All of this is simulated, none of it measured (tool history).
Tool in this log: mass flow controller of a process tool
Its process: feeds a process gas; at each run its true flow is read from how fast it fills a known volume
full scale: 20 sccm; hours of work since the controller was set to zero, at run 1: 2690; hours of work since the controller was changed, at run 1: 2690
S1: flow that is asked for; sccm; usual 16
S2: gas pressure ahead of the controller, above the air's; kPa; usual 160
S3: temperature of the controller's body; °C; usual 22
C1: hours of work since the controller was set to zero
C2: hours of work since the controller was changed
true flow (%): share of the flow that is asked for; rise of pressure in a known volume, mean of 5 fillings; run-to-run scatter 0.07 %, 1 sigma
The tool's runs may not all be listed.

run 1 hour=0.0 | S1=16 S2=160 S3=22 | C1=2690 C2=2690 | true_flow_(%)=99.12
run 2 hour=258.8 | S1=16 S2=160 S3=22 | C1=2812 C2=2812 | true_flow_(%)=99.04
run 3 hour=684.6 | S1=16 S2=160 S3=22 | C1=3012 C2=3012 | true_flow_(%)=98.96
run 4 hour=944.0 | S1=16 S2=160 S3=36 | C1=3133 C2=3133 | true_flow_(%)=98.31
run 5 hour=1246.5 | S1=16 S2=160 S3=36 | C1=3275 C2=3275 | true_flow_(%)=98.41
run 6 hour=1644.7 | S1=16 S2=160 S3=36 | C1=3462 C2=3462 | true_flow_(%)=98.48
run 7 hour=1952.7 | S1=16 S2=160 S3=36 | C1=3606 C2=3606 | true_flow_(%)=98.45
run 8 hour=2152.4 | S1=16 S2=227 S3=22 | C1=3700 C2=3700 | true_flow_(%)=99.22
run 9 hour=2391.7 | S1=16 S2=227 S3=22 | C1=3812 C2=3812 | true_flow_(%)=99.26
run 10 hour=2780.2 | S1=16 S2=227 S3=22 | C1=3995 C2=3995 | true_flow_(%)=99.30
run 11 hour=3191.3 | S1=16 S2=227 S3=22 | C1=4187 C2=4187 | true_flow_(%)=99.30
run 12 hour=3455.0 | S1=16 S2=160 S3=22 | C1=4311 C2=4311 | true_flow_(%)=99.16
run 13 hour=3731.5 | S1=16 S2=160 S3=22 | C1=4441 C2=4441 | true_flow_(%)=99.01
run 14 hour=4121.6 | S1=16 S2=160 S3=22 | C1=4624 C2=4624 | true_flow_(%)=98.97
run 15 hour=4462.1 | S1=16 S2=160 S3=22 | C1=4784 C2=4784 | true_flow_(%)=99.12
run 16 hour=4678.2 | S1=16 S2=157 S3=22 | C1=4885 C2=4885 | true_flow_(%)=99.13
-- hour=4742.6 controller's zero set anew
run 17 hour=5079.4 | S1=16 S2=157 S3=22 | C1=158 C2=5073 | true_flow_(%)=98.78
run 18 hour=5495.9 | S1=16 S2=157 S3=22 | C1=353 C2=5268 | true_flow_(%)=98.71
run 19 hour=5775.1 | S1=16 S2=157 S3=22 | C1=484 C2=5399 | true_flow_(%)=98.70
-- hour=5886.7 controller's zero set anew, once more
run 20 hour=6100.8 | S1=16 S2=157 S3=22 | C1=100 C2=5552 | true_flow_(%)=99.61
run 21 hour=6527.5 | S1=16 S2=217 S3=22 | C1=301 C2=5752 | true_flow_(%)=99.86
run 22 hour=6906.7 | S1=16 S2=217 S3=22 | C1=478 C2=5930 | true_flow_(%)=99.91
run 23 hour=7294.9 | S1=16 S2=217 S3=22 | C1=661 C2=6112 | true_flow_(%)=99.82
run 24 hour=7510.1 | S1=16 S2=217 S3=22 | C1=762 C2=6213 | true_flow_(%)=99.88
run 25 hour=7947.8 | S1=3 S2=217 S3=20 | C1=967 C2=6418 | true_flow_(%)=97.02
run 26 hour=8388.4 | S1=12 S2=180 S3=21 | C1=1174 C2=6625 | true_flow_(%)=98.96
run 27 hour=8659.6 | S1=12 S2=180 S3=21 | C1=1301 C2=6752 | true_flow_(%)=99.03
run 28 hour=8956.5 | S1=9 S2=160 S3=38 | C1=1440 C2=6891 | true_flow_(%)=97.48
run 29 hour=9293.0 | S1=9 S2=160 S3=38 | C1=1598 C2=7049 | true_flow_(%)=97.55
run 30 hour=9742.0 | S1=2 S2=232 S3=38 | C1=1809 C2=7260 | true_flow_(%)=94.96
run 31 hour=9946.8 | S1=2 S2=180 S3=39 | C1=1905 C2=7356 | true_flow_(%)=94.69
run 32 hour=10266.5 | S1=5 S2=217 S3=39 | C1=2055 C2=7506 | true_flow_(%)=96.42
run 33 hour=10670.9 | S1=5 S2=199 S3=29 | C1=2244 C2=7696 | true_flow_(%)=96.90
run 34 hour=10864.7 | S1=5 S2=199 S3=29 | C1=2335 C2=7787 | true_flow_(%)=96.80
run 35 hour=11080.1 | S1=5 S2=207 S3=29 | C1=2436 C2=7888 | true_flow_(%)=96.85
run 36 hour=11494.7 | S1=8 S2=153 S3=33 | C1=2631 C2=8082 | true_flow_(%)=97.29
run 37 hour=11800.9 | S1=5 S2=213 S3=38 | C1=2774 C2=8226 | true_flow_(%)=96.26
run 38 hour=12158.1 | S1=13 S2=160 S3=29 | C1=2942 C2=8393 | true_flow_(%)=98.82
run 39 hour=12591.5 | S1=2 S2=162 S3=26 | C1=3145 C2=8597 | true_flow_(%)=93.98
run 40 hour=13049.8 | S1=2 S2=181 S3=26 | C1=3360 C2=8812 | true_flow_(%)=94.02
run 41 hour=13505.4 | S1=16 S2=229 S3=34 | C1=3574 C2=9025 | true_flow_(%)=99.44
run 42 hour=13855.1 | S1=16 S2=141 S3=22 | C1=3738 C2=9189 | true_flow_(%)=99.57
run 43 hour=14093.7 | S1=10 S2=250 S3=22 | C1=3850 C2=9301 | true_flow_(%)=98.59
run 44 hour=14337.1 | S1=16 S2=267 S3=22 | C1=3964 C2=9416 | true_flow_(%)=100.00
run 45 hour=14720.6 | S1=8 S2=160 S3=37 | C1=4144 C2=9595 | true_flow_(%)=97.09
run 46 hour=15114.7 | S1=16 S2=179 S3=28 | C1=4329 C2=9780 | true_flow_(%)=99.37

Estimate the outcome of run 47 from the log above:
run 47 hour=15390.9 | S1=9 S2=148 S3=33 | C1=4458 C2=9910 | true_flow_(%)=?

Logged for run 47: true flow (%) 97.33.
If the tool had no hidden condition, the same run with the same run-to-run variation would have returned true flow (%) 97.46.

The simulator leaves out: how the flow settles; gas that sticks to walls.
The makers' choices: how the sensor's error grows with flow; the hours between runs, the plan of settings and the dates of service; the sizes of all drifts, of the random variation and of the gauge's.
